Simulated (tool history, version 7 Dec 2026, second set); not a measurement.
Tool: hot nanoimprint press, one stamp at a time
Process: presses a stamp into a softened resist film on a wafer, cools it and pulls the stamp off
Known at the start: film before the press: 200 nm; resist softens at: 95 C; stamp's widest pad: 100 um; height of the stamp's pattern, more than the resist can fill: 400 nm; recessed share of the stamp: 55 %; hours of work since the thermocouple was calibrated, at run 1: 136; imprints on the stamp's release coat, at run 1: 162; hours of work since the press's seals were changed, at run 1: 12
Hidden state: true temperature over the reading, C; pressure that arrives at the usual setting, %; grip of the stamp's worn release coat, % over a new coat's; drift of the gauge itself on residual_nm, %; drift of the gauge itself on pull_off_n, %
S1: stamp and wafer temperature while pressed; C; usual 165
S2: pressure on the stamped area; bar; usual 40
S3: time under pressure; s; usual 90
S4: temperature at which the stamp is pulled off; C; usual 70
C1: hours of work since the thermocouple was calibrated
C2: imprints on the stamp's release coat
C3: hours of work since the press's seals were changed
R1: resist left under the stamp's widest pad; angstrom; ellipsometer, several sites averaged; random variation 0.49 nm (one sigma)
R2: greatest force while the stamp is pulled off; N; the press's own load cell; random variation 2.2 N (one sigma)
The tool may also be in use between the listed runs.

| run | hour | S1 | S2 | S3 | S4 | C1 | C2 | C3 | R1 | R2 |
|---|---|---|---|---|---|---|---|---|---|---|
| 1 | 0 | 165 | 40 | 90 | 70 | 136 | 162 | 12 | 804 | 152 |
| 2 | 8.3 | 165 | 40 | 90 | 70 | 143 | 203 | 18 | 814 | 156 |
| 3 | 20.5 | 165 | 40 | 90 | 70 | 152 | 265 | 28 | 801 | 154 |
| 4 | 34.3 | 165 | 40 | 90 | 70 | 163 | 334 | 39 | 807 | 155 |
| 5 | 45.9 | 165 | 40 | 90 | 70 | 173 | 392 | 48 | 811 | 154 |
| 6 | 56.7 | 165 | 26.8 | 90 | 70 | 181 | 446 | 57 | 987 | 159 |
| 7 | 69.2 | 165 | 26.8 | 90 | 70 | 191 | 509 | 67 | 994 | 165 |
| 8 | 79.3 | 165 | 26.8 | 90 | 70 | 199 | 559 | 75 | 992 | 164 |
| 9 | 93.7 | 165 | 26.8 | 90 | 70 | 210 | 631 | 86 | 1001 | 166 |
| 10 | 111.4 | 165 | 26.8 | 90 | 70 | 225 | 720 | 100 | 984 | 172 |
| 11 | 122 | 165 | 26.8 | 90 | 70 | 233 | 773 | 109 | 989 | 171 |
|  | 141.1 | stamp cleaned and given a new release coat |
| 12 | 145.2 | 165 | 26.8 | 90 | 63 | 247 | 20 | 122 | 1002 | 169 |
| 13 | 157.6 | 165 | 26.8 | 90 | 63 | 257 | 83 | 132 | 999 | 172 |
| 14 | 176.9 | 165 | 26.8 | 90 | 63 | 272 | 179 | 147 | 1004 | 180 |
| 15 | 185.6 | 165 | 40 | 90 | 70 | 279 | 223 | 154 | 822 | 156 |
| 16 | 197.1 | 166 | 26.2 | 47 | 63 | 288 | 280 | 163 | 1210 | 176 |
| 17 | 207.2 | 167 | 47.5 | 150 | 70 | 296 | 331 | 172 | 562 | 159 |
| 18 | 224.9 | 166 | 40 | 90 | 69 | 310 | 420 | 186 | 791 | 172 |
| 19 | 235.5 | 166 | 40 | 65 | 60 | 318 | 473 | 194 | 894 | 195 |
| 20 | 247.5 | 165 | 26.7 | 97 | 70 | 328 | 533 | 204 | 994 | 166 |
| 21 | 261.7 | 165 | 26.7 | 97 | 70 | 339 | 604 | 215 | 978 | 165 |
| 22 | 270.9 | 165 | 26.7 | 97 | 70 | 346 | 650 | 222 | 987 | 173 |
| 23 | 281.8 | 165 | 26.7 | 97 | 70 | 355 | 705 | 231 | 993 | 172 |
| 24 | 289.6 | 163 | 26.7 | 45 | 67 | 361 | 744 | 237 | 1336 | 188 |
| 25 | 304.4 | 163 | 26.7 | 45 | 67 | 373 | 819 | 249 | 1330 | 187 |
|  | 314.5 | stamp cleaned and given a new release coat |
| 26 | 320 | 174 | 40 | 60 | 70 | 381 | 28 | 256 | 706 | 149 |
| 27 | 334.3 | 174 | 40 | 60 | 70 | 392 | 99 | 268 | 691 | 156 |
| 28 | 351.8 | 166 | 27.8 | 60 | 70 | 406 | 187 | 282 | 1105 | 162 |
| 29 | 360.2 | 165 | 40 | 96 | 68 | 413 | 229 | 288 | 833 | 158 |
| 30 | 369.7 | 175 | 35 | 110 | 72 | 420 | 277 | 296 | 570 | 152 |

Measured less the same run without the tool's hidden state. The same run-to-run variation is in both; the gauge's scatter may not be:
| run | R1 | R2 |
|---|---|---|
| 1 | +13 | +7 |
| 2 | +14 | +9 |
| 3 | +14 | +10 |
| 4 | +16 | +13 |
| 5 | +17 | +15 |
| 6 | +20 | +17 |
| 7 | +22 | +20 |
| 8 | +23 | +21 |
| 9 | +24 | +24 |
| 10 | +25 | +27 |
| 11 | +27 | +29 |
| 12 | +29 | +4 |
| 13 | +30 | +6 |
| 14 | +32 | +10 |
| 15 | +30 | +10 |
| 16 | +35 | +14 |
| 17 | +23 | +14 |
| 18 | +33 | +19 |
| 19 | +36 | +23 |
| 20 | +39 | +22 |
| 21 | +40 | +24 |
| 22 | +42 | +27 |
| 23 | +43 | +28 |
| 24 | +47 | +32 |
| 25 | +48 | +34 |
| 26 | +34 | +5 |
| 27 | +35 | +7 |
| 28 | +51 | +11 |
| 29 | +46 | +12 |
| 30 | +31 | +14 |
